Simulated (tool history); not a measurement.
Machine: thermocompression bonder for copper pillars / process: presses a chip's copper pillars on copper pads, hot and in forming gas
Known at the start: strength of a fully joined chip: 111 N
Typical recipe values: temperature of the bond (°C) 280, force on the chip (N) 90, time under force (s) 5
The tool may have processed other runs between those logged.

run,day,temperature of the bond (°C),force on the chip (N),time under force (s),force that shears a chip off (N)
1,0.000,280,90,5,52.0
2,1.446,280,90,5,53.2
3,2.646,280,90,5,52.0
4,4.508,280,90,5,50.9
5,5.533,280,90,5,49.8
6,7.104,283,90,5,53.0
# day 8.296: forming gas filter changed
7,8.854,283,90,5,55.4
8,10.192,283,90,5,54.9
9,11.892,283,90,5,53.6
10,13.038,283,90,5,54.1
11,14.175,283,90,5,53.7
12,15.754,283,90,5,52.0
# day 16.588: forming gas filter changed
13,17.542,274,90,5,50.7
14,18.325,274,90,5,50.4
15,19.771,276,90,12,67.9
16,21.183,285,90,9,68.2
17,22.396,285,90,9,67.2
18,24.058,285,90,9,65.2
# day 24.933: forming gas filter changed
19,25.667,263,87,9,51.9
20,27.362,263,107,3,38.4
21,28.488,271,69,5,40.8
22,29.967,271,69,5,41.2
23,31.154,271,69,5,40.3
24,32.779,271,69,5,40.5
# day 33.158: forming gas filter changed
25,34.017,273,69,3,35.2

What if the next run were any one of these 3? Each begins from the tool's condition after run 25:
A,35.429,302,78,8,?
B,35.429,264,95,3,?
C,35.429,255,69,3,?

run,force that shears a chip off (N)
A,73.9
B,37.5
C,25.4
Without the tool's hidden state the same runs would have given:
run,force that shears a chip off (N)
A,72.5
B,35.8
C,24.1
